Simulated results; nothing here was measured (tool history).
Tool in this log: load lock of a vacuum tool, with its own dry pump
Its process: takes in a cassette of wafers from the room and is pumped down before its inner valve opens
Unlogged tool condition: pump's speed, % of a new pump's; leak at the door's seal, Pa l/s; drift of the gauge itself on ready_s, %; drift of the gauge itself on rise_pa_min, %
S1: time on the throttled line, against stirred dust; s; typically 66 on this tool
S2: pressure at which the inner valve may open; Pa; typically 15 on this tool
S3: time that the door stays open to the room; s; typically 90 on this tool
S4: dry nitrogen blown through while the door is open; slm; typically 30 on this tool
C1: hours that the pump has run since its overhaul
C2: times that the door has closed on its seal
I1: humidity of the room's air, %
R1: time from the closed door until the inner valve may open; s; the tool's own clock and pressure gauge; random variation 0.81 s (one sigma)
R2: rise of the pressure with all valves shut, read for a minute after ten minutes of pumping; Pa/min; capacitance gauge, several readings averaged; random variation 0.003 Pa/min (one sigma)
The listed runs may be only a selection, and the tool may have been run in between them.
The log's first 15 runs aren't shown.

{"run": 16, "hour": 5919.6, "S1": 66, "S2": 15, "S3": 90, "S4": 30, "C1": 4961, "C2": 44904, "I1": 42.7, "R1": 125.8, "R2": 0.017}
{"run": 17, "hour": 6379.9, "S1": 66, "S2": 15, "S3": 90, "S4": 5, "C1": 5421, "C2": 45853, "I1": 44.5, "R1": 125.3, "R2": 0.037}
{"run": 18, "hour": 6670.8, "S1": 66, "S2": 15, "S3": 90, "S4": 30, "C1": 5712, "C2": 46452, "I1": 46.2, "R1": 125.4, "R2": 0.018}
{"run": 19, "hour": 7119.0, "S1": 51, "S2": 24, "S3": 90, "S4": 30, "C1": 6160, "C2": 47376, "I1": 46.3, "R1": 109.4, "R2": 0.015}
{"run": 20, "hour": 7693.8, "S1": 51, "S2": 14, "S3": 90, "S4": 5, "C1": 6735, "C2": 48561, "I1": 45.7, "R1": 113, "R2": 0.038}
{"run": 21, "hour": 8078.0, "S1": 51, "S2": 14, "S3": 192, "S4": 5, "C1": 7119, "C2": 49352, "I1": 45.7, "R1": 114.1, "R2": 0.05}
{"run": 22, "hour": 8441.7, "S1": 66, "S2": 15, "S3": 90, "S4": 7, "C1": 7483, "C2": 50102, "I1": 42.5, "R1": 125.9, "R2": 0.035}
{"run": 23, "hour": 8903.7, "S1": 66, "S2": 25, "S3": 90, "S4": 30, "C1": 7945, "C2": 51054, "I1": 46.5, "R1": 121.9, "R2": 0.019}
{"run": 24, "hour": 9459.0, "S1": 66, "S2": 15, "S3": 223, "S4": 30, "C1": 8500, "C2": 52199, "I1": 51.1, "R1": 125.8, "R2": 0.018}
{"run": 25, "hour": 9882.9, "S1": 66, "S2": 15, "S3": 223, "S4": 30, "C1": 8924, "C2": 53072, "I1": 43.6, "R1": 126.8, "R2": 0.018}
{"hour": 10006.9, "done": "dry pump taken out, an overhauled one fitted"}
{"run": 26, "hour": 10239.8, "S1": 66, "S2": 15, "S3": 141, "S4": 30, "C1": 233, "C2": 53796, "I1": 44.8, "R1": 126.5, "R2": 0.017}
{"run": 27, "hour": 10741.5, "S1": 91, "S2": 15, "S3": 141, "S4": 17, "C1": 735, "C2": 54830, "I1": 46, "R1": 147.1, "R2": 0.029}
{"run": 28, "hour": 11247.2, "S1": 66, "S2": 15, "S3": 90, "S4": 8, "C1": 1240, "C2": 55872, "I1": 48.7, "R1": 125.6, "R2": 0.041}
{"run": 29, "hour": 11791.3, "S1": 66, "S2": 24, "S3": 54, "S4": 6, "C1": 1784, "C2": 56993, "I1": 45.8, "R1": 122.1, "R2": 0.033}
{"run": 30, "hour": 12085.3, "S1": 82, "S2": 15, "S3": 90, "S4": 30, "C1": 2078, "C2": 57599, "I1": 47.1, "R1": 139.3, "R2": 0.023}

For run 31, what comes out?
{"run": 31, "hour": 12502.9, "S1": 82, "S2": 15, "S3": 90, "S4": 30, "C1": 2496, "C2": 58460, "I1": 46, "R1": "?", "R2": "?"}

R1: 139.4 s
R2: 0.017 Pa/min
Had the tool carried no hidden state, the very same run would have given R1 139.4 s, R2 0.016 Pa/min.
